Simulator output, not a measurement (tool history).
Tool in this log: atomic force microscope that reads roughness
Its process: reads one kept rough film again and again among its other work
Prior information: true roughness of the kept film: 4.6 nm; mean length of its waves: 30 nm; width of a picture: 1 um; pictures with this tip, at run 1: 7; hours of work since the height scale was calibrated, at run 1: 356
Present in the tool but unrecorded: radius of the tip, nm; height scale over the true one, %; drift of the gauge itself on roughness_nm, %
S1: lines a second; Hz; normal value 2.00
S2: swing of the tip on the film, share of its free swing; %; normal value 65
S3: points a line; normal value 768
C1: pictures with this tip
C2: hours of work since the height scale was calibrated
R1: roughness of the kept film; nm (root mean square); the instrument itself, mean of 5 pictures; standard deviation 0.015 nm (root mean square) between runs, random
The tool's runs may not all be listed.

run	hour	S1	S2	S3	C1	C2	R1
1	0.0	2.00	65	768	7	356	3.529
2	15.8	2.00	65	891	40	368	3.235
3	26.2	2.00	65	891	62	376	3.036
4	40.9	2.00	84	768	93	387	2.645
5	52.1	2.00	65	768	117	396	2.680
6	61.2	2.00	65	768	136	403	2.585
7	68.0	2.00	65	768	151	408	2.503
8	74.8	1.22	65	768	165	413	2.470
9	83.8	2.00	65	768	184	420	2.355
# hour 96.4: new tip fitted
10	96.4	2.00	65	768	0	429	3.654
11	110.2	2.00	65	768	29	440	3.312
12	118.2	2.00	65	768	46	446	3.206
13	131.9	2.00	65	768	75	457	2.977
14	147.9	1.31	65	768	109	469	2.774
15	154.5	1.31	65	768	123	474	2.694
16	167.0	2.00	65	768	149	484	2.487
# hour 169.4: height scale calibrated on a step standard
17	178.4	2.00	65	768	171	7	2.422
18	185.6	0.71	80	593	186	12	2.337
19	194.1	0.71	80	593	204	19	2.280
# hour 196.4: new tip fitted
# hour 203.9: height scale calibrated on a step standard, once more
20	204.7	2.00	64	768	16	1	3.510
21	217.8	0.53	62	556	43	11	3.362
22	229.5	0.90	65	768	68	20	3.120
23	241.4	3.84	65	768	93	29	2.791
24	253.0	3.84	65	768	118	38	2.655
25	267.6	3.84	65	768	149	49	2.448
26	274.6	2.23	80	685	163	54	2.357
27	287.4	3.39	73	768	190	64	2.231
28	294.7	1.71	65	854	206	70	2.289
# hour 296.7: new tip fitted
29	310.7	1.71	65	854	30	82	3.352
30	317.6	1.09	56	733	44	87	3.311
31	326.8	1.87	58	548	64	94	3.107
32	338.7	1.87	58	548	89	103	2.919
33	353.4	0.52	60	548	120	114	2.752
34	366.7	0.52	60	548	148	124	2.605

Each row is a separate what-if for the run after 34, all from the same tool condition, not one after another. Results?
A	375.0	3.73	88	529	166	131	?
B	375.0	2.35	60	548	166	131	?
C	375.0	3.06	65	768	166	131	?
D	375.0	1.32	69	585	166	131	?

run	R1
A	1.996
B	2.419
C	2.361
D	2.439
The same runs, with their run-to-run variation unchanged, on a tool lacking any hidden condition would have given:
run	R1
A	3.027
B	3.666
C	3.577
D	3.696

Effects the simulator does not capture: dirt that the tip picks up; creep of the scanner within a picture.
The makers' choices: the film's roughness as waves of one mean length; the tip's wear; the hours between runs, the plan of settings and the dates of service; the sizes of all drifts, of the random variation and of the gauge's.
